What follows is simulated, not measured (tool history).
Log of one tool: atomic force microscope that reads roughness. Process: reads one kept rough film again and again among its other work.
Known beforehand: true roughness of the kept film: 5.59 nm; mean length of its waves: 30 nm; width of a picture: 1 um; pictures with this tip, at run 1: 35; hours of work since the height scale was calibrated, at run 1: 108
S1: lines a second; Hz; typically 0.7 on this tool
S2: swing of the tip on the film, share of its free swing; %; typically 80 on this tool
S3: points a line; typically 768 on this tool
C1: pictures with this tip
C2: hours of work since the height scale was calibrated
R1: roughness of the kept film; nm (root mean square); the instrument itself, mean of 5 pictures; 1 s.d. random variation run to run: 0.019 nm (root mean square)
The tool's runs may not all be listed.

run,hour,S1,S2,S3,C1,C2,R1
1,0,0.7,80,768,35,108,3.827
2,7.7,0.7,80,768,46,113,3.602
3,15.3,0.7,80,768,58,119,3.46
4,19.1,0.7,80,768,64,122,3.419
# hour 24.5: new tip fitted
5,27.1,0.7,80,768,4,128,4.398
6,34,0.7,80,768,15,133,4.174
7,39.8,0.7,80,414,24,138,3.996
8,48.6,0.7,80,414,37,144,3.81
9,57.9,0.7,80,768,52,151,3.55
10,66.9,0.7,80,768,65,158,3.394
# hour 70.9: new tip fitted
11,75.4,0.7,80,768,7,164,4.326
12,80.7,0.7,66,768,15,169,4.286
13,85.1,0.7,66,768,21,172,4.196
14,93.4,0.7,66,768,34,178,4.008
15,101.4,0.7,66,768,46,184,3.763
16,105.9,0.7,66,836,53,188,3.663
17,114.5,0.7,66,836,67,194,3.422
# hour 117.9: new tip fitted
18,120.9,0.7,66,836,5,199,4.53
19,125.6,0.7,66,836,12,202,4.309
20,131.7,0.7,66,836,21,207,4.162
21,135.9,0.7,86,768,28,210,3.834
22,143.6,0.7,80,768,39,216,3.726
23,148.5,0.7,80,768,47,220,3.619
24,152.9,0.7,80,768,54,223,3.5
25,158.8,0.7,80,768,63,228,3.387
# hour 164.7: new tip fitted
26,165.4,0.7,80,810,1,233,4.439
27,173.9,3.202,80,430,14,239,3.544
28,180.4,3.202,80,430,24,244,3.401
29,184.7,1.292,68,322,31,247,3.886
30,190.8,0.7,63,290,40,252,3.784
31,197.5,0.7,63,290,50,257,3.649
32,203.8,1.776,64,487,60,262,3.427
33,207.6,1.608,60,934,66,265,3.393
# hour 211.8: new tip fitted
34,211.8,1.608,60,934,0,268,4.568
35,218.2,0.7,80,947,10,272,4.291
36,226.2,2.842,78,518,22,279,3.585
37,233.5,1.282,62,460,34,284,3.915
38,241.1,2.704,68,321,45,290,3.486
39,248.7,2.704,68,321,57,296,3.293
40,254.3,2.704,68,321,66,300,3.206
# hour 258.2: new tip fitted
41,262.8,0.906,79,768,7,306,4.286
42,266.6,3.783,79,358,13,309,3.474
43,271.7,0.749,65,536,20,313,4.177
44,275.4,3.276,60,288,26,316,3.835
45,282.3,3.276,60,288,37,321,3.662
46,286.9,1.492,79,456,44,325,3.482
47,292,0.7,80,835,51,329,3.561
48,297.7,0.936,63,427,60,333,3.489
49,302.6,2.024,64,768,68,337,3.296
# hour 305: new tip fitted
50,311.7,3.426,78,568,10,343,3.635
51,316.2,0.867,75,445,17,347,4.073
52,322.6,0.911,57,768,27,352,4.05

Results for each run, recomputed without the tool's hidden state and with each run's random variation untouched:
Hidden conditions of the tool in this case: radius of the tip, nm; height scale over the true one, %; drift of the gauge itself on roughness_nm, %.
run,R1
1,4.536
2,4.48
3,4.505
4,4.553
5,4.514
6,4.518
7,4.499
8,4.531
9,4.515
10,4.539
11,4.507
12,4.638
13,4.662
14,4.702
15,4.672
16,4.694
17,4.63
18,4.678
19,4.63
20,4.662
21,4.439
22,4.526
23,4.551
24,4.522
25,4.534
26,4.498
27,3.814
28,3.84
29,4.527
30,4.6
31,4.623
32,4.516
33,4.568
34,4.581
35,4.521
36,3.997
37,4.589
38,4.281
39,4.267
40,4.318
41,4.479
42,3.746
43,4.655
44,4.389
45,4.392
46,4.289
47,4.517
48,4.588
49,4.475
50,3.899
51,4.506
52,4.696

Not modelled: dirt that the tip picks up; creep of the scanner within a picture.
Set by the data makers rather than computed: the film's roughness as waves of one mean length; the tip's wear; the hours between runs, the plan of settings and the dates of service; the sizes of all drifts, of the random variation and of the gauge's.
